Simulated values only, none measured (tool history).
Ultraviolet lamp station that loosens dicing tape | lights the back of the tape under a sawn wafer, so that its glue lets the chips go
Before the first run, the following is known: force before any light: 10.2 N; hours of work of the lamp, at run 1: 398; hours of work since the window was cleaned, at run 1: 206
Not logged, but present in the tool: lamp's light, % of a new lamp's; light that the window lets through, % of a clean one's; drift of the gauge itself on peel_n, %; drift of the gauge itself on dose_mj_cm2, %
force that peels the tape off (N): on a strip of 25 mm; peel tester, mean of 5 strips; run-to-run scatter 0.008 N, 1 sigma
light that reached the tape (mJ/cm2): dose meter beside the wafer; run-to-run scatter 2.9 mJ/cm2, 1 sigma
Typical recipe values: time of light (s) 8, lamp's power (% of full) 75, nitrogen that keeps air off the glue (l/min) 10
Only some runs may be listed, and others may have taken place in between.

run   hour  time of light (s)  lamp's power (% of full)  nitrogen that keeps air off the glue (l/min)  hours of work of the lamp  hours of work since the window was cleaned  force that peels the tape off (N)  light that reached the tape (mJ/cm2)
  1      0                  8                        75                                            10                        398                                         206                              0.482                                   338
  2   40.5                  8                        75                                            10                        419                                         227                              0.511                                   335
  3   70.1                  8                        75                                             6                        434                                         242                              0.724                                   337
  4   92.8                  8                        75                                            10                        446                                         254                              0.516                                   331
      96.4  -- window cleaned of glue's vapour
  5  135.3                  8                        75                                            10                        467                                          20                              0.561                                   319
  6  173.1                 13                        76                                            10                        487                                          39                              0.215                                   519
  7  212.9                  8                        97                                            19                        507                                          60                              0.258                                   401
  8    252                  6                        86                                            19                        527                                          80                              0.622                                   265
  9  283.3                  6                        86                                            19                        543                                          96                              0.647                                   264
 10  319.7                  9                        88                                            16                        562                                         115                              0.279                                   397

Branching from run 10: 3 alternative next runs. What would each branch give?
     323.6  -- window cleaned of glue's vapour, once more
  A  355.2                 12                        69                                            10                        580                                          16                                  ?                                     ?
     323.6  -- window cleaned of glue's vapour, once more
  B  355.2                  8                        75                                            19                        580                                          16                                  ?                                     ?
     323.6  -- window cleaned of glue's vapour, once more
  C  355.2                  9                        80                                            16                        580                                          16                                  ?                                     ?

run  force that peels the tape off (N)  light that reached the tape (mJ/cm2)
  A                              0.283                                   436
  B                              0.396                                   323
  C                              0.295                                   382
Had the tool no hidden state, the same runs would have come out as:
run  force that peels the tape off (N)  light that reached the tape (mJ/cm2)
  A                              0.192                                   572
  B                              0.231                                   423
  C                              0.196                                   501
